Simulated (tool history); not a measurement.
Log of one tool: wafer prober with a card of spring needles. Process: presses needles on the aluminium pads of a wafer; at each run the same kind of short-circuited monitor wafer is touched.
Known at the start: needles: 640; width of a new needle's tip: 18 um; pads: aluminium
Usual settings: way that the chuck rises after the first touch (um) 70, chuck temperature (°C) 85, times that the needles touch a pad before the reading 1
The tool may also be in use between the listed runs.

run   hour  way that the chuck rises after the first touch (um)  chuck temperature (°C)  times that the needles touch a pad before the reading  resistance of one needle with its contact and lead (mohm)  way that a needle slides on the pad (um)
  1    0.0                                                   70                      85                                                      1                                                        200                                     10.08
       3.8  -- tips cleaned on abrasive film
      13.7  -- tips cleaned on abrasive film
      23.4  -- tips cleaned on abrasive film
      33.0  -- tips cleaned on abrasive film
  2   33.0                                                   70                      85                                                      1                                                        199                                     10.06
      41.6  -- tips cleaned on abrasive film
      52.2  -- tips cleaned on abrasive film
      62.5  -- tips cleaned on abrasive film
  3   63.9                                                   70                      85                                                      1                                                        200                                     10.07
      72.4  -- tips cleaned on abrasive film
      82.4  -- tips cleaned on abrasive film
  4   82.4                                                   70                      85                                                      1                                                        202                                     10.05
      92.5  -- tips cleaned on abrasive film
  5  100.0                                                   70                      85                                                      1                                                        200                                     10.11
     102.2  -- tips cleaned on abrasive film
     111.5  -- tips cleaned on abrasive film
     122.1  -- tips cleaned on abrasive film
     131.6  -- tips cleaned on abrasive film
  6  131.6                                                   70                      85                                                      1                                                        200                                     10.05
     141.5  -- tips cleaned on abrasive film
  7  146.5                                                   70                      85                                                      1                                                        200                                     10.10
     150.8  -- tips cleaned on abrasive film
     160.7  -- tips cleaned on abrasive film
     171.2  -- tips cleaned on abrasive film
  8  176.4                                                   70                      85                                                      1                                                        199                                     10.15
     180.3  -- tips cleaned on abrasive film
     188.9  -- tips cleaned on abrasive film
  9  192.1                                                   70                      85                                                      1                                                        198                                     10.16
     198.4  -- tips cleaned on abrasive film
     208.2  -- tips cleaned on abrasive film
     217.6  -- tips cleaned on abrasive film
 10  224.8                                                   70                      85                                                      1                                                        200                                     10.09
     227.0  -- tips cleaned on abrasive film
     236.2  -- tips cleaned on abrasive film
 11  240.9                                                   77                     121                                                      2                                                        207                                     11.12
     245.3  -- tips cleaned on abrasive film
     255.8  -- tips cleaned on abrasive film
     266.2  -- tips cleaned on abrasive film
 12  274.1                                                   77                     121                                                      2                                                        205                                     11.21
     276.3  -- tips cleaned on abrasive film
     282.6  -- height of the first contact set anew
     286.9  -- tips cleaned on abrasive film
     296.7  -- tips cleaned on abrasive film
     306.7  -- tips cleaned on abrasive film
 13  307.3                                                   77                     121                                                      2                                                        206                                     11.14
     317.1  -- tips cleaned on abrasive film
     326.0  -- tips cleaned on abrasive film
     336.3  -- tips cleaned on abrasive film
 14  339.4                                                   77                     121                                                      2                                                        205                                     11.16
     345.7  -- tips cleaned on abrasive film
     355.7  -- tips cleaned on abrasive film
     366.3  -- tips cleaned on abrasive film
     375.2  -- tips cleaned on abrasive film
 15  375.2                                                   70                      34                                                      1                                                        187                                     10.09
     384.1  -- tips cleaned on abrasive film
     394.5  -- tips cleaned on abrasive film
 16  396.4                                                   70                      85                                                      2                                                        199                                     10.18
     404.2  -- tips cleaned on abrasive film
     413.8  -- tips cleaned on abrasive film
     423.4  -- tips cleaned on abrasive film
 17  428.4                                                   55                      80                                                      1                                                        205                                      7.96
     432.6  -- tips cleaned on abrasive film
     442.6  -- tips cleaned on abrasive film
     452.8  -- tips cleaned on abrasive film
 18  459.6                                                   52                      85                                                      2                                                        205                                      7.58
     461.7  -- tips cleaned on abrasive film
     471.9  -- tips cleaned on abrasive film
 19  479.0                                                   51                      50                                                      1                                                        197                                      7.44

4 ways to go on from here, each from the tool as it stands after run 19. What would each give?
     481.2  -- tips cleaned on abrasive film
     490.5  -- tips cleaned on abrasive film
     501.0  -- tips cleaned on abrasive film
     511.6  -- tips cleaned on abrasive film
  A  512.6                                                   80                      45                                                      2                                                          ?                                         ?
     481.2  -- tips cleaned on abrasive film
     490.5  -- tips cleaned on abrasive film
     501.0  -- tips cleaned on abrasive film
     511.6  -- tips cleaned on abrasive film
  B  512.6                                                   53                      85                                                      3                                                          ?                                         ?
     481.2  -- tips cleaned on abrasive film
     490.5  -- tips cleaned on abrasive film
     501.0  -- tips cleaned on abrasive film
     511.6  -- tips cleaned on abrasive film
  C  512.6                                                   54                      39                                                      1                                                          ?                                         ?
     481.2  -- tips cleaned on abrasive film
     490.5  -- tips cleaned on abrasive film
     501.0  -- tips cleaned on abrasive film
     511.6  -- tips cleaned on abrasive film
  D  512.6                                                   51                     102                                                      3                                                          ?                                         ?

run  resistance of one needle with its contact and lead (mohm)  way that a needle slides on the pad (um)
  A                                                        189                                     11.67
  B                                                        203                                      7.70
  C                                                        196                                      7.90
  D                                                        207                                      7.38
Without the tool's hidden state the same runs would have given:
run  resistance of one needle with its contact and lead (mohm)  way that a needle slides on the pad (um)
  A                                                        189                                     11.55
  B                                                        203                                      7.62
  C                                                        196                                      7.81
  D                                                        207                                      7.30
